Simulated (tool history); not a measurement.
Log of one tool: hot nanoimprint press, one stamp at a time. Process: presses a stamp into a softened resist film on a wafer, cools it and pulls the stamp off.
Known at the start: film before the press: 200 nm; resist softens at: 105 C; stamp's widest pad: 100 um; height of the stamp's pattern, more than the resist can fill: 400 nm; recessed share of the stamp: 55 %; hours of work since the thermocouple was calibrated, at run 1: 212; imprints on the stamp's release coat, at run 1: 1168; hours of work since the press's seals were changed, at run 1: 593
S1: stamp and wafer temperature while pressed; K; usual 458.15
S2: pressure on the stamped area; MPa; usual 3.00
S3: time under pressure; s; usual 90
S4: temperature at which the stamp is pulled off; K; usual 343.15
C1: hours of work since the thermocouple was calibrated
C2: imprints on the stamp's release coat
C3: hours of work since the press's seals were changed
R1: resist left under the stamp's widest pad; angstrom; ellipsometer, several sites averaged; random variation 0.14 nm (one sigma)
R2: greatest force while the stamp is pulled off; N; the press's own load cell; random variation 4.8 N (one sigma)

run   hour      S1    S2   S3      S4   C1    C2   C3    R1   R2
  1    0.0  458.15  3.00   90  343.15  212  1168  593  1153  295
  2   30.3  458.15  3.00  171  343.15  233  1306  613   932  324
  3   48.2  458.15  3.00  171  343.15  245  1389  625   930  323
  4   80.0  451.15  3.00   90  343.15  266  1535  646  1351  329
  5  114.7  451.15  3.00   90  343.15  289  1694  670  1350  347
     131.9  -- press's hydraulic seals changed and the load cell set to zero
     146.4  -- stamp cleaned and given a new release coat
  6  147.6  451.15  3.00   90  343.15  302     5    6  1337  229
  7  167.9  458.15  3.00   90  343.15  315    98   20  1135  235
  8  204.4  458.15  3.00   50  343.15  340   266   45  1343  254
     219.2  -- plate thermocouple calibrated
  9  234.2  458.15  3.00   90  343.15   10   389   63  1149  264
 10  265.8  458.15  3.00   90  343.15   31   533   84  1149  277
 11  282.0  458.15  3.00   90  343.15   42   608   95  1150  269
 12  304.5  458.15  3.00   90  343.15   57   711  110  1150  276
 13  324.0  458.15  3.00   90  343.15   70   801  123  1148  283
 14  355.6  458.15  3.00   90  343.15   91   945  144  1148  290
 15  387.2  458.15  3.00   90  337.15  113  1090  165  1146  344
 16  404.3  458.15  3.00   90  337.15  124  1169  177  1148  348
 17  441.1  458.15  3.00   90  337.15  149  1337  201  1146  369
 18  475.8  468.15  1.85   90  337.15  172  1497  225  1125  367
 19  499.6  468.15  1.85   90  337.15  188  1605  241  1125  378
     541.3  -- stamp cleaned and given a new release coat
 20  542.6  468.15  1.85   90  337.15  213     6  265  1126  253
 21  580.0  468.15  1.85   90  337.15  238   178  290  1124  269
 22  615.4  468.15  1.85   90  337.15  262   340  314  1123  290
 23  639.7  468.15  1.85   90  337.15  278   452  330  1120  293
 24  658.7  468.15  1.85   90  337.15  291   539  343  1121  283
 25  687.6  468.15  3.16  128  332.15  310   671  363   772  342
 26  714.1  458.15  4.55   45  343.15  328   793  380  1188  280

3 ways to go on from here, each from the tool as it stands after run 26. What would each give?
     748.0  -- plate thermocouple calibrated
  A  753.8  461.15  4.55  45  343.15   4  961  405   ?   ?
     748.0  -- plate thermocouple calibrated
  B  753.8  458.15  4.39  90  337.15   4  961  405   ?   ?
     748.0  -- plate thermocouple calibrated
  C  753.8  456.15  3.00  86  336.15   4  961  405   ?   ?

run    R1   R2
  A  1130  297
  B   987  336
  C  1234  339
Without the tool's hidden state the same runs would have given:
run    R1   R2
  A  1115  230
  B   972  261
  C  1222  263
